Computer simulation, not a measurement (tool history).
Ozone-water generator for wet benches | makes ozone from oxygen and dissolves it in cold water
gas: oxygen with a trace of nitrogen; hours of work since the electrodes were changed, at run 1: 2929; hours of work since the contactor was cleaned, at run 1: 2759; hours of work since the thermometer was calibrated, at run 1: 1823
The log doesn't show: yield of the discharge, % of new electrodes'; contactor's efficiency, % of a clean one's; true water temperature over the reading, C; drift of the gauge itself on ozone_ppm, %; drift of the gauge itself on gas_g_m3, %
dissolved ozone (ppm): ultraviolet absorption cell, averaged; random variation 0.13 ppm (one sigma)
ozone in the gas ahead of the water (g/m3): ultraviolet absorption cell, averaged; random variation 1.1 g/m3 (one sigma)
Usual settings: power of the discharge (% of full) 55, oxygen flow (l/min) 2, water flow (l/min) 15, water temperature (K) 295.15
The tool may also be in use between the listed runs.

run	hour	power of the discharge (% of full)	oxygen flow (l/min)	water flow (l/min)	water temperature (K)	hours of work since the electrodes were changed	hours of work since the contactor was cleaned	hours of work since the thermometer was calibrated	dissolved ozone (ppm)	ozone in the gas ahead of the water (g/m3)
1	0	55	2	15	295.15	2929	2759	1823	13	190.4
2	54	55	2	15	295.15	2978	2808	1873	12.8	187.1
3	173	55	2	15	295.15	3086	2917	1981	12.6	188.8
# hour 240.7: contactor cleaned
4	257.8	55	2	15	296.15	3160	16	2055	13.3	187.3
5	382.8	55	2	15	289.15	3274	130	2169	14.3	187.3
6	496.9	55	2	10	289.15	3378	234	2273	20.2	187
7	548.1	55	2	10	289.15	3425	280	2320	20.2	184.7
8	663.2	55	2	10	289.15	3530	385	2425	20	183.3
9	741.1	55	2	10	299.15	3601	456	2496	17.3	185.5
10	866.7	55	2	10	299.15	3716	571	2610	17.3	182.6
11	975.1	66	2	15	295.15	3814	670	2709	15	213.8
12	1072.3	66	2.71	15	295.15	3903	759	2798	14.6	171.1
13	1188.3	55	2	15	294.15	4009	864	2904	13	182.7
14	1269.9	55	2	15	294.15	4083	939	2978	12.8	180.9
15	1353.8	55	2	15	294.15	4160	1015	3055	12.8	182.1
16	1451.4	55	2	15	295.15	4249	1104	3144	12.5	181.6
17	1536.2	55	2	20	295.15	4326	1182	3221	9.3	180.3

Run 18 comes next. What will it give?
18	1597.6	89	2	13	293.15	4382	1238	3277	?	?

{"run 18": {"dissolved ozone (ppm)": 21.5, "ozone in the gas ahead of the water (g/m3)": 263.6}}
Without the tool's hidden state the same run would have given dissolved ozone (ppm) 27.3, ozone in the gas ahead of the water (g/m3) 325.7.
